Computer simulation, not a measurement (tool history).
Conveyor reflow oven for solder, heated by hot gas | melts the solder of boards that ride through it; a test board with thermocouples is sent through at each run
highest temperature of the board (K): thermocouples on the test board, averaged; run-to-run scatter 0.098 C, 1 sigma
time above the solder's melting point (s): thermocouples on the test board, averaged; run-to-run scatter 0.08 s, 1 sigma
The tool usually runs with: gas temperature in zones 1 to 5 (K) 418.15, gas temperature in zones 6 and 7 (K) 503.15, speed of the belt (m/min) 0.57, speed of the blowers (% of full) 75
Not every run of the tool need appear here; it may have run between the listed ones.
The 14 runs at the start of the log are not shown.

run    hour  gas temperature in zones 1 to 5 (K)  gas temperature in zones 6 and 7 (K)  speed of the belt (m/min)  speed of the blowers (% of full)  highest temperature of the board (K)  time above the solder's melting point (s)
 15   723.1                               418.15                                503.15                       0.57                                75                                492.33                                      59.69
 16   784.3                               408.15                                503.15                       0.57                                89                                492.66                                      57.01
      800.6  -- thermocouples of zones 6 and 7 changed
 17   854.9                               408.15                                503.15                       0.57                                55                                484.39                                       48.9
 18   890.1                               408.15                                503.15                       0.57                                55                                484.36                                      48.95
 19   944.7                               408.15                                503.15                       0.57                                55                                484.07                                      48.71
 20  1002.4                               418.15                                518.15                       0.52                                75                                505.12                                       73.7
 21    1039                               418.15                                499.15                       0.57                                75                                486.09                                      55.22
     1059.6  -- flux residue cleaned out of gas plates and filters
 22  1098.1                               410.15                                493.15                       0.57                                75                                481.51                                      49.13
 23    1159                               410.15                                493.15                       0.57                                75                                 481.3                                      48.93
 24  1202.6                               410.15                                493.15                       0.57                                75                                481.35                                       48.8

The next listed run, before its measurement:
 25  1263.6                               415.15                                500.15                      0.471                                75                                     ?                                          ?

highest temperature of the board (K): 492.6
time above the solder's melting point (s): 73.18
Take away the tool's hidden state, keep the run-to-run variation as it was, and the same run would have given highest temperature of the board (K) 492.48, time above the solder's melting point (s) 72.33.

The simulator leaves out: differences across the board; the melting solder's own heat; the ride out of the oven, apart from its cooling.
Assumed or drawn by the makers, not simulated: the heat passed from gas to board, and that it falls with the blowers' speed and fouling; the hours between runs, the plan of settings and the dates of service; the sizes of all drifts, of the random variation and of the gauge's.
